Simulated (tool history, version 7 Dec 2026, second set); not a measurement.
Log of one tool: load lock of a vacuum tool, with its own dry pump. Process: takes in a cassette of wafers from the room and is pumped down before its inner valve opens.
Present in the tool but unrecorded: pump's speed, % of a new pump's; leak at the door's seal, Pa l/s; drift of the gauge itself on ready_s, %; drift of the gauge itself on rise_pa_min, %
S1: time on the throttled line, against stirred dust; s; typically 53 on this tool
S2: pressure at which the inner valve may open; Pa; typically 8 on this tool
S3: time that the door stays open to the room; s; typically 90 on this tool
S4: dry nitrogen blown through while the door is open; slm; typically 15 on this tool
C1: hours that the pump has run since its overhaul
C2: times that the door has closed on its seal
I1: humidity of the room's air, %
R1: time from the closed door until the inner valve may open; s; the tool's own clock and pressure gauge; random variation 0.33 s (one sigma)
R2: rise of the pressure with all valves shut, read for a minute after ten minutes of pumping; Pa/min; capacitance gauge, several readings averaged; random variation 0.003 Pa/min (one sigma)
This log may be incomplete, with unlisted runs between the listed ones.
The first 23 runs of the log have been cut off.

| run | hour | S1 | S2 | S3 | S4 | C1 | C2 | I1 | R1 | R2 |
|---|---|---|---|---|---|---|---|---|---|---|
| 24 | 11555.0 | 53 | 11 | 90 | 15 | 8887 | 59488 | 44.3 | 95.2 | 0.472 |
| 25 | 11848.9 | 78 | 8 | 143 | 7 | 9181 | 60132 | 46.0 | 116.4 | 0.504 |
| 26 | 12279.8 | 27 | 8 | 207 | 34 | 9612 | 61075 | 46.6 | 77.3 | 0.474 |
| 27 | 12670.0 | 27 | 8 | 207 | 34 | 10002 | 61929 | 42.3 | 77.9 | 0.492 |
| 28 | 12992.8 | 27 | 8 | 207 | 34 | 10325 | 62636 | 44.7 | 78.5 | 0.494 |
| 29 | 13416.1 | 27 | 8 | 207 | 8 | 10748 | 63563 | 46.0 | 78.3 | 0.551 |
|  | 13707.1 | dry pump taken out, an overhauled one fitted |
| 30 | 13995.9 | 80 | 13 | 90 | 15 | 289 | 64819 | 44.7 | 111.0 | 0.531 |
| 31 | 14434.0 | 84 | 7 | 69 | 11 | 727 | 65778 | 43.3 | 117.5 | 0.545 |
| 32 | 14730.0 | 103 | 8 | 127 | 15 | 1023 | 66426 | 43.2 | 133.0 | 0.559 |
| 33 | 15243.9 | 53 | 9 | 90 | 18 | 1537 | 67551 | 45.2 | 93.4 | 0.568 |
| 34 | 15811.6 | 53 | 9 | 90 | 18 | 2105 | 68794 | 41.5 | 93.4 | 0.577 |
|  | 16190.1 | door's seal changed, seat wiped |
| 35 | 16350.1 | 75 | 9 | 28 | 4 | 2641 | 350 | 48.4 | 109.8 | 0.040 |

Consider 3 possible next runs. They are alternatives, not a sequence: every one starts from the tool as it was left by run 35. What does each give?
| A | 16764.0 | 38 | 8 | 90 | 15 | 3055 | 1256 | 45.7 | ? | ? |
| B | 16764.0 | 53 | 8 | 90 | 41 | 3055 | 1256 | 45.6 | ? | ? |
| C | 16764.0 | 98 | 10 | 159 | 15 | 3055 | 1256 | 43.0 | ? | ? |

| run | R1 | R2 |
|---|---|---|
| A | 82.7 | 0.036 |
| B | 94.2 | 0.022 |
| C | 128.2 | 0.035 |
The same runs, with their run-to-run variation unchanged, on a tool lacking any hidden condition would have given:
| run | R1 | R2 |
|---|---|---|
| A | 81.6 | 0.032 |
| B | 93.2 | 0.018 |
| C | 127.5 | 0.031 |
